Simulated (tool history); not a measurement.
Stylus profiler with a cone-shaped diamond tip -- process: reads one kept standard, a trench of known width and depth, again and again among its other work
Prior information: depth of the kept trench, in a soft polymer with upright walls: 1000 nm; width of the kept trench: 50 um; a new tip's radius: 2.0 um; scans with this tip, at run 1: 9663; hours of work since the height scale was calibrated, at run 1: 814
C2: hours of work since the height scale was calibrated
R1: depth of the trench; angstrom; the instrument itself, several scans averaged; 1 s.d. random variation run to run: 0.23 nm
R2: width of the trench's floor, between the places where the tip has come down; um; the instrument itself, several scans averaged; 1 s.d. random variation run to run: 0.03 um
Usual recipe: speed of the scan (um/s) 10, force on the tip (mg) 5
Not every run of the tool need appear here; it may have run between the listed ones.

{"run": 1, "hour": 0.0, "speed of the scan (um/s)": 10, "force on the tip (mg)": 5, "scans with this tip": 9663, "C2": 814, "R1": 10146.2, "R2": 43.15}
{"run": 2, "hour": 73.4, "speed of the scan (um/s)": 10, "force on the tip (mg)": 5, "scans with this tip": 10306, "C2": 868, "R1": 10145.1, "R2": 42.94}
{"hour": 113.1, "done": "new tip fitted, height scale calibrated"}
{"run": 3, "hour": 129.5, "speed of the scan (um/s)": 10, "force on the tip (mg)": 5, "scans with this tip": 144, "C2": 12, "R1": 10125.4, "R2": 46.41}
{"run": 4, "hour": 177.1, "speed of the scan (um/s)": 10, "force on the tip (mg)": 5, "scans with this tip": 561, "C2": 47, "R1": 10127.9, "R2": 46.19}
{"run": 5, "hour": 234.0, "speed of the scan (um/s)": 10, "force on the tip (mg)": 5, "scans with this tip": 1059, "C2": 89, "R1": 10130, "R2": 46.04}
{"run": 6, "hour": 309.1, "speed of the scan (um/s)": 10, "force on the tip (mg)": 5, "scans with this tip": 1717, "C2": 145, "R1": 10127.2, "R2": 45.75}
{"run": 7, "hour": 379.8, "speed of the scan (um/s)": 10, "force on the tip (mg)": 5, "scans with this tip": 2336, "C2": 197, "R1": 10131.2, "R2": 45.51}
{"run": 8, "hour": 449.3, "speed of the scan (um/s)": 10, "force on the tip (mg)": 5, "scans with this tip": 2945, "C2": 248, "R1": 10134.5, "R2": 45.3}
{"run": 9, "hour": 518.8, "speed of the scan (um/s)": 10, "force on the tip (mg)": 5, "scans with this tip": 3553, "C2": 299, "R1": 10136.4, "R2": 45.08}
{"hour": 526.5, "done": "height scale calibrated on a step standard"}
{"run": 10, "hour": 607.6, "speed of the scan (um/s)": 10, "force on the tip (mg)": 5, "scans with this tip": 4326, "C2": 60, "R1": 10142.1, "R2": 44.82}
{"hour": 675.5, "done": "height scale calibrated on a step standard, once more"}
{"run": 11, "hour": 678.3, "speed of the scan (um/s)": 10, "force on the tip (mg)": 5, "scans with this tip": 4941, "C2": 2, "R1": 10122.4, "R2": 44.6}
{"run": 12, "hour": 745.7, "speed of the scan (um/s)": 10, "force on the tip (mg)": 5, "scans with this tip": 5532, "C2": 52, "R1": 10124.8, "R2": 44.45}
{"run": 13, "hour": 785.1, "speed of the scan (um/s)": 10, "force on the tip (mg)": 5, "scans with this tip": 5876, "C2": 81, "R1": 10127.7, "R2": 44.36}
{"run": 14, "hour": 865.1, "speed of the scan (um/s)": 21, "force on the tip (mg)": 4.03, "scans with this tip": 6577, "C2": 140, "R1": 10113.6, "R2": 44.15}

Forecast run 15:
{"run": 15, "hour": 907.0, "speed of the scan (um/s)": 15, "force on the tip (mg)": 3.01, "scans with this tip": 6944, "C2": 171, "R1": "?", "R2": "?"}

For run 15 the tool returned R1 10095.2 angstrom, R2 43.98 um.
Without the tool's hidden state the same run would have given R1 10089.5 angstrom, R2 46.45 um.

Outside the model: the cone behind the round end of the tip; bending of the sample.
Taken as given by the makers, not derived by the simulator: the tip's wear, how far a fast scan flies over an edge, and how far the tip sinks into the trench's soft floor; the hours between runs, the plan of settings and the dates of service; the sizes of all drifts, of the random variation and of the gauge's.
